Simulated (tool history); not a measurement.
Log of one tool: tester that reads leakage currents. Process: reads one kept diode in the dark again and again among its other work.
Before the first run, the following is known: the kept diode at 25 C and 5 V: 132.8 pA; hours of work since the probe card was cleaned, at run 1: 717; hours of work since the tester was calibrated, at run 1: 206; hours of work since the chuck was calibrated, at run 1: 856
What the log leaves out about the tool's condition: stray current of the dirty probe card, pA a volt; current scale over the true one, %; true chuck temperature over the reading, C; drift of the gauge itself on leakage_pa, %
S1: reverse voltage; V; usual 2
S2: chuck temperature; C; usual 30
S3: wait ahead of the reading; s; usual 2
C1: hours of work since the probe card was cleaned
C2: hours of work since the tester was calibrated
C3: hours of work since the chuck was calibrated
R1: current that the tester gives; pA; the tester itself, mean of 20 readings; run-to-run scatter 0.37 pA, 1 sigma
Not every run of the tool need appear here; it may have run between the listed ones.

{"run": 1, "hour": 0.0, "S1": 2, "S2": 30, "S3": 2, "C1": 717, "C2": 206, "C3": 856, "R1": 121.41}
{"run": 2, "hour": 56.2, "S1": 2, "S2": 30, "S3": 2, "C1": 746, "C2": 235, "C3": 885, "R1": 120.83}
{"run": 3, "hour": 108.6, "S1": 2, "S2": 30, "S3": 2, "C1": 773, "C2": 262, "C3": 913, "R1": 120.94}
{"run": 4, "hour": 167.4, "S1": 2, "S2": 30, "S3": 2, "C1": 803, "C2": 293, "C3": 943, "R1": 120.8}
{"run": 5, "hour": 225.4, "S1": 2, "S2": 30, "S3": 3.56, "C1": 833, "C2": 323, "C3": 973, "R1": 120.87}
{"run": 6, "hour": 291.7, "S1": 2, "S2": 30, "S3": 3.56, "C1": 868, "C2": 357, "C3": 1007, "R1": 120.69}
{"run": 7, "hour": 353.8, "S1": 2, "S2": 30, "S3": 3.56, "C1": 900, "C2": 389, "C3": 1039, "R1": 120.47}
{"run": 8, "hour": 390.0, "S1": 2, "S2": 30, "S3": 3.56, "C1": 918, "C2": 408, "C3": 1058, "R1": 120.94}
{"run": 9, "hour": 435.8, "S1": 2, "S2": 30, "S3": 0.85, "C1": 942, "C2": 432, "C3": 1082, "R1": 120.99}
{"run": 10, "hour": 465.8, "S1": 2.03, "S2": 40, "S3": 0.85, "C1": 958, "C2": 447, "C3": 1097, "R1": 244.18}
{"run": 11, "hour": 532.5, "S1": 2, "S2": 23, "S3": 2, "C1": 992, "C2": 481, "C3": 1132, "R1": 72.56}
{"run": 12, "hour": 590.2, "S1": 19.5, "S2": 23, "S3": 0.81, "C1": 1022, "C2": 511, "C3": 1162, "R1": 232.18}
{"run": 13, "hour": 638.4, "S1": 2, "S2": 60, "S3": 2, "C1": 1047, "C2": 536, "C3": 1186, "R1": 849.25}
{"run": 14, "hour": 675.3, "S1": 9.66, "S2": 30, "S3": 0.57, "C1": 1066, "C2": 555, "C3": 1206, "R1": 270.15}
{"run": 15, "hour": 722.9, "S1": 2, "S2": 25, "S3": 0.35, "C1": 1091, "C2": 580, "C3": 1230, "R1": 84.8}
{"run": 16, "hour": 768.1, "S1": 2, "S2": 55, "S3": 0.35, "C1": 1114, "C2": 603, "C3": 1254, "R1": 633.12}
{"run": 17, "hour": 807.6, "S1": 2.43, "S2": 57, "S3": 0.72, "C1": 1134, "C2": 624, "C3": 1274, "R1": 786.74}
{"run": 18, "hour": 872.8, "S1": 2.43, "S2": 57, "S3": 0.72, "C1": 1168, "C2": 657, "C3": 1308, "R1": 787.21}

4 ways to go on from here, each from the tool as it stands after run 18. What would each give?
{"run": "A", "hour": 932.0, "S1": 2.43, "S2": 28, "S3": 0.72, "C1": 1199, "C2": 688, "C3": 1338, "R1": "?"}
{"run": "B", "hour": 932.0, "S1": 4.41, "S2": 30, "S3": 6.05, "C1": 1199, "C2": 688, "C3": 1338, "R1": "?"}
{"run": "C", "hour": 932.0, "S1": 2.43, "S2": 57, "S3": 1.59, "C1": 1199, "C2": 688, "C3": 1338, "R1": "?"}
{"run": "D", "hour": 932.0, "S1": 6.43, "S2": 30, "S3": 2, "C1": 1199, "C2": 688, "C3": 1338, "R1": "?"}

run=A R1=115.77
run=B R1=179.07
run=C R1=784.9
run=D R1=217.91
The same runs, with their run-to-run variation unchanged, on a tool lacking any hidden condition would have given:
run=A R1=115.92
run=B R1=179.3
run=C R1=785.77
run=D R1=218.18

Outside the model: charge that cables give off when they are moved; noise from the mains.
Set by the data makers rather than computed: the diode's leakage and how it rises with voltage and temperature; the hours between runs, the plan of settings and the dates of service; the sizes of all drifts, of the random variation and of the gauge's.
